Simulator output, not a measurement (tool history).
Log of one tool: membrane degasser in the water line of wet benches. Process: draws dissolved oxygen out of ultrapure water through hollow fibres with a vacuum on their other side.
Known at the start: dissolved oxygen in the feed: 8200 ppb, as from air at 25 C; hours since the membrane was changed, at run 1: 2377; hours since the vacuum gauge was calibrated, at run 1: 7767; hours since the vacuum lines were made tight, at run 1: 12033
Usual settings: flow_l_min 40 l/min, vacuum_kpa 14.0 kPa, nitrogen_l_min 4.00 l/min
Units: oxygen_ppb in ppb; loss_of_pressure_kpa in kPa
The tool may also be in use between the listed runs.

run    hour  flow_l_min  vacuum_kpa  nitrogen_l_min  hours since the membrane was changed  hours since the vacuum gauge was calibrated  hours since the vacuum lines were made tight  oxygen_ppb  loss_of_pressure_kpa
  1     0.0          40        14.0            4.00                                  2377                                         7767                                         12033       256.0                 31.64
  2    68.4          40        14.0            4.00                                  2446                                         7836                                         12102       254.8                 31.43
  3   126.4          40        14.0            4.00                                  2504                                         7894                                         12160       252.9                 31.54
  4   181.4          40        14.0            4.00                                  2559                                         7949                                         12215       255.7                 31.65
  5   211.1          40        14.0            4.00                                  2588                                         7979                                         12244       254.4                 31.40
  6   252.6          40        14.0            4.00                                  2630                                         8020                                         12286       254.3                 31.83
  7   300.5          40        14.0            4.00                                  2678                                         8068                                         12334       252.9                 31.40
  8   354.9          40        14.0            4.00                                  2732                                         8122                                         12388       253.5                 31.28
  9   389.6          40        14.0            2.00                                  2767                                         8157                                         12423       461.1                 31.65
 10   428.8          40        14.0            2.00                                  2806                                         8196                                         12462       460.6                 31.49
 11   457.4          40        14.0            2.00                                  2835                                         8225                                         12491       456.6                 31.24
 12   511.5          40        14.0            2.00                                  2889                                         8279                                         12545       460.5                 31.43
 13   554.7          40        14.0            2.00                                  2932                                         8322                                         12588       459.2                 31.74
 14   618.4          40        14.0            2.00                                  2996                                         8386                                         12652       455.7                 31.56
 15   672.8          40        14.0            2.00                                  3050                                         8440                                         12706       459.6                 31.84
 16   728.0          25        15.1            4.19                                  3105                                         8495                                         12761       167.0                 20.02
 17   759.7          25        15.1            2.21                                  3137                                         8527                                         12793       297.7                 19.54
 18   828.4          25        15.1            2.21                                  3206                                         8596                                         12862       299.1                 19.51
      873.7  -- vacuum gauge calibrated
 19   876.4          35        18.5            4.91                                  3253                                            3                                         12909       253.8                 27.37
 20   928.1          27        12.6            4.00                                  3305                                           54                                         12961       149.0                 21.42
 21   967.3          25        15.1            3.57                                  3344                                           94                                         13000       193.1                 19.73
      989.6  -- gauge calibrated
 22   995.9          40        14.0            5.65                                  3373                                          122                                         13029       189.3                 31.80
 23  1046.9          47        14.0            3.93                                  3424                                          173                                         13080       303.8                 37.32
 24  1085.5          47        14.0            3.93                                  3462                                          212                                         13118       304.0                 36.89
     1122.1  -- seals of the vacuum lines changed
 25  1140.1          47        14.0            3.93                                  3515                                          264                                            18       302.0                 36.91
 26  1173.3          47        14.0            3.93                                  3548                                          298                                            51       305.0                 36.86
 27  1207.1          40        14.0            4.37                                  3582                                          331                                            85       235.0                 31.48

Forecast each of these 5 alternatives for the next run:
  A  1241.5          40         9.4            4.37                                  3616                                          366                                           119           ?                     ?
  B  1241.5          40        14.0            3.84                                  3616                                          366                                           119           ?                     ?
  C  1241.5          25        14.0            4.00                                  3616                                          366                                           119           ?                     ?
  D  1241.5          40        18.3            1.89                                  3616                                          366                                           119           ?                     ?
  E  1241.5          47        14.0            4.01                                  3616                                          366                                           119           ?                     ?

run  oxygen_ppb  loss_of_pressure_kpa
  A       140.3                 31.90
  B       264.7                 31.34
  C       160.8                 19.66
  D       658.2                 31.82
  E       298.1                 37.21
Without the tool's hidden state the same runs would have given:
run  oxygen_ppb  loss_of_pressure_kpa
  A       141.2                 31.89
  B       266.4                 31.33
  C       161.9                 19.66
  D       662.6                 31.81
  E       300.1                 37.20
